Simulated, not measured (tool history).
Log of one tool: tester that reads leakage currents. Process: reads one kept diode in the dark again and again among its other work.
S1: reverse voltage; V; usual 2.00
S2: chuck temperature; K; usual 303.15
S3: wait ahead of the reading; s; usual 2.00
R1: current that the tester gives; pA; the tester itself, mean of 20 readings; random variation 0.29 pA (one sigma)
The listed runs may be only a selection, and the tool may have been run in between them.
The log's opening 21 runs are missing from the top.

| run | hour | S1 | S2 | S3 | R1 |
|---|---|---|---|---|---|
| 22 | 1638.0 | 7.53 | 312.15 | 3.48 | 435.72 |
| 23 | 1749.7 | 5.87 | 324.15 | 2.66 | 1056.71 |
| 24 | 1844.3 | 5.87 | 324.15 | 2.66 | 1050.15 |
| 25 | 1917.4 | 6.32 | 298.15 | 1.88 | 110.28 |
| 26 | 1995.3 | 4.35 | 297.15 | 0.91 | 81.89 |
| 27 | 2090.1 | 1.67 | 312.15 | 0.52 | 192.13 |
|  | 2195.6 | chuck's temperature calibrated |
| 28 | 2207.3 | 8.54 | 312.15 | 0.52 | 470.36 |
| 29 | 2308.0 | 6.59 | 303.15 | 7.71 | 179.39 |
| 30 | 2424.3 | 5.84 | 314.15 | 0.77 | 453.27 |
| 31 | 2538.3 | 2.00 | 303.15 | 1.76 | 94.21 |
| 32 | 2636.7 | 2.00 | 308.15 | 1.18 | 148.41 |
| 33 | 2719.2 | 2.00 | 320.15 | 1.18 | 420.91 |
| 34 | 2777.9 | 2.28 | 320.15 | 0.81 | 452.57 |
|  | 2842.5 | probe card cleaned and baked |
| 35 | 2842.5 | 4.98 | 320.15 | 3.22 | 690.05 |
| 36 | 2894.7 | 2.00 | 308.15 | 1.60 | 148.00 |

Alternative continuations, all from the tool just after run 36; predict every row:
| A | 2960.7 | 2.00 | 301.15 | 6.24 | ? |
| B | 2960.7 | 2.99 | 303.15 | 7.83 | ? |
| C | 2960.7 | 2.00 | 306.15 | 4.28 | ? |
| D | 2960.7 | 1.46 | 296.15 | 2.78 | ? |

| run | R1 |
|---|---|
| A | 77.75 |
| B | 116.93 |
| C | 123.87 |
| D | 40.76 |
With the hidden condition removed and each run's random variation left untouched, the same runs would have given:
| run | R1 |
|---|---|
| A | 77.71 |
| B | 116.87 |
| C | 123.81 |
| D | 40.73 |
